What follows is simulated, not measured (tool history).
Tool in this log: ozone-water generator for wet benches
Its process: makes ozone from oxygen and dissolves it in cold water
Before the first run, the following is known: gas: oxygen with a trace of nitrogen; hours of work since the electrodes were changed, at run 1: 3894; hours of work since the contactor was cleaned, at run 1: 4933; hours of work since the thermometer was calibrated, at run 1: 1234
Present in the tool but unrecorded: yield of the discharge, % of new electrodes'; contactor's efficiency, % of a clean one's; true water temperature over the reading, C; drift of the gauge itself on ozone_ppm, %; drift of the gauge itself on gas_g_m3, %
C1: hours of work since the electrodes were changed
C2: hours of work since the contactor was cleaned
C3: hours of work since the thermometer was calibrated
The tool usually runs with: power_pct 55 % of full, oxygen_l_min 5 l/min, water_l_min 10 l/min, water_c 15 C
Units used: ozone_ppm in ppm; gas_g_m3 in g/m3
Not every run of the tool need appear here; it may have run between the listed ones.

{"run": 1, "day": 0.0, "power_pct": 55, "oxygen_l_min": 5, "water_l_min": 10, "water_c": 15, "C1": 3894, "C2": 4933, "C3": 1234, "ozone_ppm": 23, "gas_g_m3": 164.2}
{"run": 2, "day": 2.675, "power_pct": 55, "oxygen_l_min": 5, "water_l_min": 10, "water_c": 15, "C1": 3952, "C2": 4991, "C3": 1291, "ozone_ppm": 22.8, "gas_g_m3": 164.6}
{"run": 3, "day": 6.392, "power_pct": 55, "oxygen_l_min": 5, "water_l_min": 10, "water_c": 15, "C1": 4031, "C2": 5070, "C3": 1371, "ozone_ppm": 22.9, "gas_g_m3": 162.8}
{"run": 4, "day": 10.842, "power_pct": 55, "oxygen_l_min": 5, "water_l_min": 10, "water_c": 15, "C1": 4127, "C2": 5166, "C3": 1466, "ozone_ppm": 22.9, "gas_g_m3": 164.2}
{"run": 5, "day": 14.967, "power_pct": 55, "oxygen_l_min": 5, "water_l_min": 10, "water_c": 15, "C1": 4215, "C2": 5254, "C3": 1554, "ozone_ppm": 22.9, "gas_g_m3": 163.1}
{"run": 6, "day": 18.25, "power_pct": 55, "oxygen_l_min": 5, "water_l_min": 10, "water_c": 15, "C1": 4285, "C2": 5324, "C3": 1625, "ozone_ppm": 22.7, "gas_g_m3": 162.9}
{"run": 7, "day": 21.971, "power_pct": 55, "oxygen_l_min": 5, "water_l_min": 10, "water_c": 15, "C1": 4365, "C2": 5404, "C3": 1704, "ozone_ppm": 22.4, "gas_g_m3": 162.8}
{"run": 8, "day": 24.629, "power_pct": 55, "oxygen_l_min": 5, "water_l_min": 10, "water_c": 15, "C1": 4422, "C2": 5461, "C3": 1761, "ozone_ppm": 22.6, "gas_g_m3": 163}
{"day": 26.488, "done": "contactor cleaned"}
{"run": 9, "day": 27.783, "power_pct": 55, "oxygen_l_min": 5, "water_l_min": 10, "water_c": 15, "C1": 4486, "C2": 28, "C3": 1825, "ozone_ppm": 24.5, "gas_g_m3": 162}
{"run": 10, "day": 31.342, "power_pct": 55, "oxygen_l_min": 5, "water_l_min": 7, "water_c": 15, "C1": 4562, "C2": 104, "C3": 1902, "ozone_ppm": 31.3, "gas_g_m3": 163.1}
{"run": 11, "day": 34.842, "power_pct": 59, "oxygen_l_min": 6.56, "water_l_min": 12, "water_c": 15, "C1": 4637, "C2": 179, "C3": 1976, "ozone_ppm": 21.2, "gas_g_m3": 143.4}

Run 12 has not been measured yet. What should we expect?
{"run": 12, "day": 38.604, "power_pct": 61, "oxygen_l_min": 6.88, "water_l_min": 7, "water_c": 14, "C1": 4718, "C2": 260, "C3": 2057, "ozone_ppm": "?", "gas_g_m3": "?"}

{"run 12": {"ozone_ppm": 30.3, "gas_g_m3": 144.7}}
On a tool with no hidden condition, and with the same random variation, this run would have come out at ozone_ppm 33.8 ppm, gas_g_m3 159.7 g/m3.
